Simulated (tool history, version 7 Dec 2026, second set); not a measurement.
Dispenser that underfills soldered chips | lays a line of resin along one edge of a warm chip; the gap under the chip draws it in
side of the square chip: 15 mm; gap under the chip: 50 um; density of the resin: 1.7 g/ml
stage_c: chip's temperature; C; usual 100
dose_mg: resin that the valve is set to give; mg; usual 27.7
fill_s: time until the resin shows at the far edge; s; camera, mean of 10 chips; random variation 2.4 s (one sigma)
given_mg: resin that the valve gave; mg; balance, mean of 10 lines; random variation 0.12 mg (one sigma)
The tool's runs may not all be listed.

run     day  stage_c  dose_mg  fill_s  given_mg
  1   0.000      100     27.7   271.9     27.21
  2   0.354      100     27.7   353.0     27.17
      0.571  -- new syringe of resin
  3   0.792      100     27.7   304.2     26.93
      1.258  -- new syringe of resin
  4   1.371       89     27.7   447.5     26.79
      1.921  -- new syringe of resin
  5   1.921       97     27.7   294.3     26.48
  6   2.212      101     27.7   309.7     26.40
      2.562  -- new syringe of resin
  7   2.588      100     25.1   278.1     23.56
  8   3.067      100     27.7   385.3     25.87
      3.229  -- new syringe of resin
  9   3.650      100     24.8   362.5     22.76
      3.733  -- dispensing valve cleaned and set on the balance
      3.925  -- new syringe of resin
 10   4.171      100     27.7   300.6     27.56
      4.567  -- new syringe of resin
 11   4.688      100     27.7   292.3     27.30
 12   5.058      100     29.6   380.0     29.19
      5.246  -- new syringe of resin
 13   5.417      100     25.9   296.8     24.97
 14   5.742      114     25.9   213.4     25.10
      5.879  -- new syringe of resin
 15   6.125      106     25.9   245.2     25.01
 16   6.429      110     34.1   247.1     32.54
      6.525  -- new syringe of resin
 17   6.883      110     34.1   218.3     32.23
      7.204  -- new syringe of resin
 18   7.300      111     29.3   180.7     27.70
      7.846  -- new syringe of resin
 19   7.871      100     24.3   282.3     22.69
      8.475  -- dispensing valve cleaned and set on the balance
      8.542  -- new syringe of resin
 20   8.600      114     29.9   153.8     30.01
 21   8.992      113     25.4   219.6     25.13
      9.188  -- new syringe of resin
 22   9.383       93     33.5   395.2     32.76
      9.804  -- stage's temperature calibrated
      9.892  -- new syringe of resin
 23   9.983       93     33.5   335.0     32.59
 24  10.400       86     34.5   606.8     33.38
     10.558  -- new syringe of resin
 25  10.725       86     28.1   479.8     26.81
 26  11.021       86     29.0   593.8     27.96
     11.221  -- new syringe of resin
 27  11.512      110     29.7   198.4     28.12
     11.862  -- new syringe of resin
 28  11.979      110     29.7   173.9     27.97
 29  12.333      104     33.4   276.0     31.42

Hidden state or all else? Some run-to-run changes of fill_s, split into what the settings, what came in and random variation would give without the hidden state, and what is left for the hidden state (with any gauge scatter that isn't in both results):
The hidden state here: resin's viscosity, % of fresh resin's; dose that the valve gives, % of what is set; true chip temperature over the reading, C; drift of the gauge itself on fill_s, %; drift of the gauge itself on given_mg, %.
Run 23 -> 24: stage_c 93 -> 86, dose_mg 33.5 -> 34.5. fill_s +271.8 s: hidden state +160.0, all else +111.8.
Run 24 -> 25: dose_mg 34.5 -> 28.1, new syringe of resin. fill_s -127.0 s: hidden state -128.3, all else +1.3.
Run 26 -> 27: stage_c 86 -> 110, dose_mg 29.0 -> 29.7, new syringe of resin. fill_s -395.4 s: hidden state -122.3, all else -273.1.
